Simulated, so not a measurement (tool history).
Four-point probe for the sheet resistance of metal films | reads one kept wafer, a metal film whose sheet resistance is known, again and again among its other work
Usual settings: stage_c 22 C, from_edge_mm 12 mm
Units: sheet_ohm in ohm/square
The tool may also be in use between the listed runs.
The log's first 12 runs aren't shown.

run	hour	stage_c	from_edge_mm	touches since the probe head was changed	hours of work since the stage's thermometer was calibrated	sheet_ohm
13	302.8	22	4	56434	1511	0.069378
14	329.2	22	4	58059	1531	0.069363
15	354.8	22	4	59636	1552	0.069362
16	393.2	22	4	62004	1582	0.069378
17	415.9	22	55	63399	1600	0.067185
18	441.1	22	55	64950	1620	0.067198
19	470.5	22	25	66762	1643	0.067252
20	494.5	33	33	68245	1662	0.067181
21	526.5	22	65	70210	1687	0.067229
22	549.9	22	65	71654	1705	0.067197
23	574.9	25	38	73194	1725	0.067218
24	593.3	34	10	74330	1740	0.067534
25	625.3	21	4	76300	1765	0.069369
26	649.3	21	4	77775	1784	0.069366
27	688.2	27	5	80171	1814	0.068601
28	716.8	30	8	81934	1837	0.067754
29	732.7	20	8	82913	1850	0.067777
30	771.2	18	12	85288	1880	0.067462
31	807.6	25	10	87528	1909	0.067559
32	841.1	25	10	89592	1935	0.067541
33	860.3	26	19	90776	1950	0.067284
34	891.1	27	21	92668	1974	0.067263
35	909.7	27	8	93816	1989	0.067718

5 ways to go on from here, each from the tool as it stands after run 35. What would each give?
# hour 916.4: stage's thermometer calibrated
A	927.8	22	28	94899	9	?
# hour 916.4: stage's thermometer calibrated
B	927.8	28	12	94899	9	?
# hour 916.4: stage's thermometer calibrated
C	927.8	30	6	94899	9	?
# hour 916.4: stage's thermometer calibrated
D	927.8	20	51	94899	9	?
# hour 916.4: stage's thermometer calibrated
E	927.8	22	7	94899	9	?

run	sheet_ohm
A	0.067238
B	0.067434
C	0.068146
D	0.067203
E	0.067897
Without the tool's hidden state the same runs would have given:
run	sheet_ohm
A	0.067246
B	0.067442
C	0.068154
D	0.067211
E	0.067906
